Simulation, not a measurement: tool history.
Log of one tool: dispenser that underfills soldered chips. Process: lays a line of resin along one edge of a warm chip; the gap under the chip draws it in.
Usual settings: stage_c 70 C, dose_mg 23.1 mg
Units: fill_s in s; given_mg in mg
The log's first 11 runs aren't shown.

-- day=4.229 new syringe of resin
run 12 day=4.583 | stage_c=70 dose_mg=22.2 | fill_s=49.7 given_mg=21.75
-- day=4.8 new syringe of resin
run 13 day=4.9 | stage_c=70 dose_mg=22.2 | fill_s=36.5 given_mg=21.78
-- day=5.388 new syringe of resin
-- day=5.429 stage's temperature calibrated
run 14 day=5.429 | stage_c=70 dose_mg=22.2 | fill_s=33.6 given_mg=21.71
run 15 day=5.696 | stage_c=70 dose_mg=22.2 | fill_s=47.7 given_mg=21.62
-- day=6.021 new syringe of resin
run 16 day=6.288 | stage_c=70 dose_mg=22.2 | fill_s=45.7 given_mg=21.62
-- day=6.608 new syringe of resin
run 17 day=6.767 | stage_c=70 dose_mg=22.2 | fill_s=41.2 given_mg=21.57
-- day=7.217 new syringe of resin
run 18 day=7.262 | stage_c=70 dose_mg=23.1 | fill_s=35.4 given_mg=22.36
run 19 day=7.571 | stage_c=65 dose_mg=29.8 | fill_s=63.8 given_mg=28.82
-- day=7.792 new syringe of resin
run 20 day=7.892 | stage_c=70 dose_mg=19.9 | fill_s=38.8 given_mg=19.22
-- day=8.338 dispensing valve cleaned and set on the balance
-- day=8.396 new syringe of resin
run 21 day=8.504 | stage_c=70 dose_mg=19.9 | fill_s=39.4 given_mg=19.9
run 22 day=8.842 | stage_c=70 dose_mg=19.9 | fill_s=61.6 given_mg=19.89
-- day=8.988 new syringe of resin
run 23 day=9.15 | stage_c=79 dose_mg=19.7 | fill_s=29 given_mg=19.67
-- day=9.562 new syringe of resin
run 24 day=9.662 | stage_c=70 dose_mg=22 | fill_s=37.6 given_mg=21.86
run 25 day=10.008 | stage_c=61 dose_mg=20.6 | fill_s=85.7 given_mg=20.42
-- day=10.154 new syringe of resin
run 26 day=10.567 | stage_c=61 dose_mg=20.6 | fill_s=81.2 given_mg=20.36
-- day=10.767 new syringe of resin
run 27 day=11.079 | stage_c=82 dose_mg=28.1 | fill_s=29.7 given_mg=27.78
-- day=11.333 new syringe of resin
run 28 day=11.492 | stage_c=67 dose_mg=21.5 | fill_s=45.3 given_mg=21.16
-- day=11.912 new syringe of resin
run 29 day=11.946 | stage_c=56 dose_mg=29.3 | fill_s=61.4 given_mg=28.86
run 30 day=12.4 | stage_c=56 dose_mg=29.3 | fill_s=109.9 given_mg=28.69
-- day=12.504 new syringe of resin
run 31 day=12.838 | stage_c=70 dose_mg=22.3 | fill_s=50.8 given_mg=21.84
-- day=13.108 new syringe of resin
run 32 day=13.308 | stage_c=71 dose_mg=24.8 | fill_s=39.7 given_mg=24.19
-- day=13.692 new syringe of resin
run 33 day=13.788 | stage_c=70 dose_mg=28.4 | fill_s=36.1 given_mg=27.62
-- day=14.296 new syringe of resin
run 34 day=14.346 | stage_c=79 dose_mg=20.8 | fill_s=25.1 given_mg=20.25
run 35 day=14.592 | stage_c=69 dose_mg=20.5 | fill_s=51 given_mg=19.82

4 ways to go on from here, each from the tool as it stands after run 35. What would each give?
-- day=14.883 new syringe of resin
run A day=14.904 | stage_c=74 dose_mg=22.7 | fill_s=? given_mg=?
-- day=14.883 new syringe of resin
run B day=14.904 | stage_c=69 dose_mg=24.9 | fill_s=? given_mg=?
-- day=14.883 new syringe of resin
run C day=14.904 | stage_c=82 dose_mg=20.7 | fill_s=? given_mg=?
-- day=14.883 new syringe of resin
run D day=14.904 | stage_c=62 dose_mg=26.3 | fill_s=? given_mg=?

run=A fill_s=28.3 given_mg=22
run=B fill_s=34.3 given_mg=24.12
run=C fill_s=20.6 given_mg=20.03
run=D fill_s=44.4 given_mg=25.45
Without the tool's hidden state the same runs would have given:
run=A fill_s=27.6 given_mg=22.74
run=B fill_s=33.5 given_mg=24.93
run=C fill_s=20 given_mg=20.7
run=D fill_s=43.4 given_mg=26.31
